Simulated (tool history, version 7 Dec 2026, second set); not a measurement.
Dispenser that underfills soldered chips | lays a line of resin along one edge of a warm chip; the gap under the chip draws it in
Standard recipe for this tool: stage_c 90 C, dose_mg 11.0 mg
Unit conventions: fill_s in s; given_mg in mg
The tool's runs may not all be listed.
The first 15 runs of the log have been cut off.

-- day=6.692 new syringe of resin
run 16 day=6.696 | stage_c=96 dose_mg=11.0 | fill_s=59.9 given_mg=10.98
-- day=7.133 new syringe of resin
run 17 day=7.408 | stage_c=96 dose_mg=9.6 | fill_s=83.3 given_mg=9.57
-- day=7.571 new syringe of resin
run 18 day=7.858 | stage_c=96 dose_mg=9.6 | fill_s=85.4 given_mg=9.47
-- day=8.025 new syringe of resin
run 19 day=8.404 | stage_c=96 dose_mg=9.6 | fill_s=96.5 given_mg=9.39
-- day=8.454 new syringe of resin
-- day=8.896 new syringe of resin
run 20 day=9.117 | stage_c=96 dose_mg=9.6 | fill_s=78.7 given_mg=9.30
-- day=9.329 new syringe of resin
run 21 day=9.692 | stage_c=96 dose_mg=9.6 | fill_s=94.3 given_mg=9.23
-- day=9.750 new syringe of resin
-- day=10.171 new syringe of resin
run 22 day=10.408 | stage_c=100 dose_mg=11.3 | fill_s=68.4 given_mg=10.71
-- day=10.592 new syringe of resin
run 23 day=10.858 | stage_c=100 dose_mg=13.1 | fill_s=71.5 given_mg=12.47
-- day=11.021 new syringe of resin
-- day=11.246 dispensing valve cleaned and set on the balance
-- day=11.488 new syringe of resin
run 24 day=11.488 | stage_c=100 dose_mg=13.1 | fill_s=51.7 given_mg=13.14
-- day=11.933 new syringe of resin
run 25 day=12.104 | stage_c=86 dose_mg=12.0 | fill_s=98.4 given_mg=11.97
-- day=12.383 new syringe of resin
run 26 day=12.417 | stage_c=104 dose_mg=9.6 | fill_s=50.1 given_mg=9.49
run 27 day=12.783 | stage_c=91 dose_mg=13.8 | fill_s=107.0 given_mg=13.62
-- day=12.846 new syringe of resin
-- day=13.296 new syringe of resin
run 28 day=13.317 | stage_c=104 dose_mg=12.3 | fill_s=46.3 given_mg=12.12
-- day=13.717 new syringe of resin
run 29 day=13.788 | stage_c=97 dose_mg=10.1 | fill_s=63.3 given_mg=9.75
-- day=14.154 new syringe of resin
run 30 day=14.183 | stage_c=97 dose_mg=10.1 | fill_s=61.4 given_mg=9.73
-- day=14.583 new syringe of resin
run 31 day=14.767 | stage_c=97 dose_mg=10.1 | fill_s=73.4 given_mg=9.72
-- day=15.017 new syringe of resin
run 32 day=15.183 | stage_c=97 dose_mg=10.1 | fill_s=69.3 given_mg=9.67
-- day=15.479 new syringe of resin
run 33 day=15.504 | stage_c=90 dose_mg=9.4 | fill_s=75.6 given_mg=8.98

Predict each of these 4 candidate next runs independently; none follows another, all start after run 33:
run A day=15.821 | stage_c=85 dose_mg=10.8 | fill_s=? given_mg=?
run B day=15.821 | stage_c=90 dose_mg=11.4 | fill_s=? given_mg=?
run C day=15.821 | stage_c=90 dose_mg=11.1 | fill_s=? given_mg=?
run D day=15.821 | stage_c=95 dose_mg=11.4 | fill_s=? given_mg=?

run=A fill_s=124.9 given_mg=10.35
run=B fill_s=104.8 given_mg=10.80
run=C fill_s=108.3 given_mg=10.48
run=D fill_s=89.3 given_mg=10.80
Had the tool no hidden state, the same runs would have come out as:
run=A fill_s=90.4 given_mg=10.85
run=B fill_s=75.7 given_mg=11.33
run=C fill_s=78.5 given_mg=11.00
run=D fill_s=64.5 given_mg=11.34
